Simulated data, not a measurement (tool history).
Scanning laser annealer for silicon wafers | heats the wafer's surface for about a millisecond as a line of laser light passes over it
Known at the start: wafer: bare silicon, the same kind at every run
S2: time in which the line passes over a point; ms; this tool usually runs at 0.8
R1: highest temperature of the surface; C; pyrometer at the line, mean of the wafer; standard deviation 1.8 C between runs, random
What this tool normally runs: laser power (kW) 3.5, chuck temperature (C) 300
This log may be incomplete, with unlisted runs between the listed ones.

run 1 hour=0 | laser_power_(kW)=3.5 S2=0.8 chuck_temperature_(C)=300 | R1=994
run 2 hour=22.9 | laser_power_(kW)=3.5 S2=0.8 chuck_temperature_(C)=300 | R1=994
run 3 hour=40.1 | laser_power_(kW)=3.5 S2=0.8 chuck_temperature_(C)=300 | R1=992
run 4 hour=57.2 | laser_power_(kW)=3.5 S2=0.8 chuck_temperature_(C)=300 | R1=991
run 5 hour=85.7 | laser_power_(kW)=3.72 S2=0.8 chuck_temperature_(C)=300 | R1=1043
run 6 hour=105.5 | laser_power_(kW)=3.247 S2=0.8 chuck_temperature_(C)=300 | R1=927
run 7 hour=142.9 | laser_power_(kW)=3.5 S2=0.8 chuck_temperature_(C)=300 | R1=984
run 8 hour=173.5 | laser_power_(kW)=3.5 S2=0.8 chuck_temperature_(C)=300 | R1=987
run 9 hour=208.3 | laser_power_(kW)=3.183 S2=0.8 chuck_temperature_(C)=300 | R1=910
run 10 hour=242.2 | laser_power_(kW)=3.628 S2=0.8 chuck_temperature_(C)=300 | R1=1012
run 11 hour=272.7 | laser_power_(kW)=3.628 S2=0.8 chuck_temperature_(C)=300 | R1=1012
run 12 hour=309.5 | laser_power_(kW)=3.628 S2=0.8 chuck_temperature_(C)=300 | R1=1011
run 13 hour=329 | laser_power_(kW)=3.628 S2=0.8 chuck_temperature_(C)=300 | R1=1010
run 14 hour=348.9 | laser_power_(kW)=3.628 S2=0.8 chuck_temperature_(C)=300 | R1=1012
-- hour=359.5 window over the wafer cleaned
run 15 hour=369.6 | laser_power_(kW)=3.628 S2=0.8 chuck_temperature_(C)=300 | R1=1026
run 16 hour=401.5 | laser_power_(kW)=3.305 S2=0.829 chuck_temperature_(C)=324 | R1=979
run 17 hour=438.6 | laser_power_(kW)=3.305 S2=0.829 chuck_temperature_(C)=302 | R1=958
run 18 hour=463.2 | laser_power_(kW)=3.305 S2=0.829 chuck_temperature_(C)=302 | R1=954
run 19 hour=478.6 | laser_power_(kW)=3.433 S2=0.829 chuck_temperature_(C)=307 | R1=992
run 20 hour=504.5 | laser_power_(kW)=3.433 S2=0.829 chuck_temperature_(C)=307 | R1=990
run 21 hour=529.3 | laser_power_(kW)=3.433 S2=0.829 chuck_temperature_(C)=307 | R1=992
-- hour=540.8 optics aligned, line set to its width
run 22 hour=561.3 | laser_power_(kW)=3.5 S2=0.628 chuck_temperature_(C)=279 | R1=904
run 23 hour=589.1 | laser_power_(kW)=3.513 S2=0.628 chuck_temperature_(C)=281 | R1=903
run 24 hour=627 | laser_power_(kW)=3.5 S2=0.8 chuck_temperature_(C)=302 | R1=1001
run 25 hour=660.7 | laser_power_(kW)=3.22 S2=0.803 chuck_temperature_(C)=269 | R1=896
run 26 hour=684.8 | laser_power_(kW)=3.22 S2=0.803 chuck_temperature_(C)=269 | R1=897
run 27 hour=703 | laser_power_(kW)=3.441 S2=0.764 chuck_temperature_(C)=337 | R1=1004
run 28 hour=725.1 | laser_power_(kW)=3.03 S2=1 chuck_temperature_(C)=290 | R1=939

4 options for the next run, each taken on its own from the tool as it stands now. Forecast them:
run A hour=755.4 | laser_power_(kW)=3.03 S2=0.949 chuck_temperature_(C)=290 | R1=?
run B hour=755.4 | laser_power_(kW)=3.726 S2=0.8 chuck_temperature_(C)=268 | R1=?
run C hour=755.4 | laser_power_(kW)=3.5 S2=0.865 chuck_temperature_(C)=300 | R1=?
run D hour=755.4 | laser_power_(kW)=3.202 S2=0.963 chuck_temperature_(C)=281 | R1=?

run=A R1=922
run=B R1=1016
run=C R1=1016
run=D R1=962
Take away the tool's hidden state, keep each run's random variation, and the runs would have read:
run=A R1=944
run=B R1=1042
run=C R1=1041
run=D R1=986

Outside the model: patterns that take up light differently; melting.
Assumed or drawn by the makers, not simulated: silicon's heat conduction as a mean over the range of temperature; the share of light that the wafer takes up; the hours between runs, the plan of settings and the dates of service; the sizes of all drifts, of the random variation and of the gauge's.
